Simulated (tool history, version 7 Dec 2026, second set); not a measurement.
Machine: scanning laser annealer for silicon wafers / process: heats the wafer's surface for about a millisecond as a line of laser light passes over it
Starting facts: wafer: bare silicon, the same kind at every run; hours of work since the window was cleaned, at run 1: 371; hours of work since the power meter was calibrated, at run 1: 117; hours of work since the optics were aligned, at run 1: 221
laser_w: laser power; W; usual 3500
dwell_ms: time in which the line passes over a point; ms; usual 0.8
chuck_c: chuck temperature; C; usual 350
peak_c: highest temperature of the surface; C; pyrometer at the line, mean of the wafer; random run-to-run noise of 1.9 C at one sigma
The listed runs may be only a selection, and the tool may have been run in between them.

run	hour	laser_w	dwell_ms	chuck_c	hours of work since the window was cleaned	hours of work since the power meter was calibrated	hours of work since the optics were aligned	peak_c
1	0	3500	0.8	350	371	117	221	1075
2	10.3	3500	0.687	350	378	124	229	1029
3	18.9	3500	0.687	350	385	131	235	1027
# hour 26.3: window over the wafer cleaned
4	36.1	3500	0.687	350	7	142	246	1076
5	45.5	3500	0.8	350	14	149	253	1128
6	64	3500	0.8	350	27	162	266	1122
7	83.1	3638	0.8	350	41	176	280	1158
8	94.3	3638	0.8	350	49	184	288	1155
9	107.2	3638	0.8	350	59	194	298	1156
10	120.2	3638	0.8	350	68	203	307	1154
11	129.6	3638	0.8	350	75	210	314	1151
12	143.2	3500	0.888	350	85	220	324	1147
13	159.9	3500	0.888	350	97	232	336	1146
14	171	3500	0.888	350	105	240	344	1144
15	184.9	3500	0.8	350	116	250	354	1107
16	201.2	3500	0.8	350	127	262	366	1105
17	214.4	3500	0.8	350	137	272	376	1106
18	229.5	3500	0.597	350	148	283	387	1011
19	246.2	3500	0.8	350	160	295	399	1100
20	265.6	3500	0.8	350	174	309	413	1094
21	283.7	3500	0.8	354	188	322	426	1097
22	301.6	3500	0.881	350	201	335	439	1123
23	317.4	3537	0.888	386	212	347	451	1178
24	330.8	3537	0.888	386	222	356	461	1173
25	339.7	3464	0.926	350	228	363	467	1126
26	358.2	3613	0.937	361	242	376	481	1182
27	374.1	3470	0.61	350	253	388	492	997
28	386	3420	0.596	353	262	397	501	977
29	402.3	3596	0.8	331	274	408	513	1088
30	410.9	3500	0.801	350	280	415	519	1082
31	428.4	3313	0.799	350	293	427	532	1030
32	437.7	3465	0.8	326	300	434	538	1042
33	456.7	3465	0.8	326	314	448	552	1040
34	465.5	3354	0.8	312	320	454	559	997
35	485.4	3354	0.8	312	334	469	573	992
36	503.9	3122	0.584	312	348	482	587	856
37	519.2	3122	0.584	312	359	494	598	856
38	530.8	3774	0.783	383	367	502	606	1162
39	544.9	3449	0.761	355	378	512	617	1040
40	558.8	3076	0.729	355	388	522	627	936
# hour 562.6: window over the wafer cleaned
41	579.5	3319	0.8	330	12	536	640	1045

Below, some changes in peak_c between adjacent runs. For each, the amount present without the hidden state too (settings, incoming material, random variation) and the amount remaining for the hidden state with gauge scatter not shared by both compared results:
The hidden state here: light that passes the window, % of a clean one's; laser's true power over the reading, %; width of the line over the set one, %; drift of the gauge itself on peak_c, C.
Run 3 -> 4: window over the wafer cleaned. peak_c +49 C: hidden state +51, all else -2.
Run 26 -> 27: laser_w 3613 -> 3470, dwell_ms 0.937 -> 0.61, chuck_c 361 -> 350. peak_c -185 C: hidden state +10, all else -195.
Run 35 -> 36: laser_w 3354 -> 3122, dwell_ms 0.8 -> 0.584. peak_c -136 C: hidden state +11, all else -147.
Run 37 -> 38: laser_w 3122 -> 3774, dwell_ms 0.584 -> 0.783, chuck_c 312 -> 383. peak_c +306 C: hidden state -26, all else +332.
Run 40 -> 41: laser_w 3076 -> 3319, dwell_ms 0.729 -> 0.8, chuck_c 355 -> 330, window over the wafer cleaned. peak_c +109 C: hidden state +38, all else +71.

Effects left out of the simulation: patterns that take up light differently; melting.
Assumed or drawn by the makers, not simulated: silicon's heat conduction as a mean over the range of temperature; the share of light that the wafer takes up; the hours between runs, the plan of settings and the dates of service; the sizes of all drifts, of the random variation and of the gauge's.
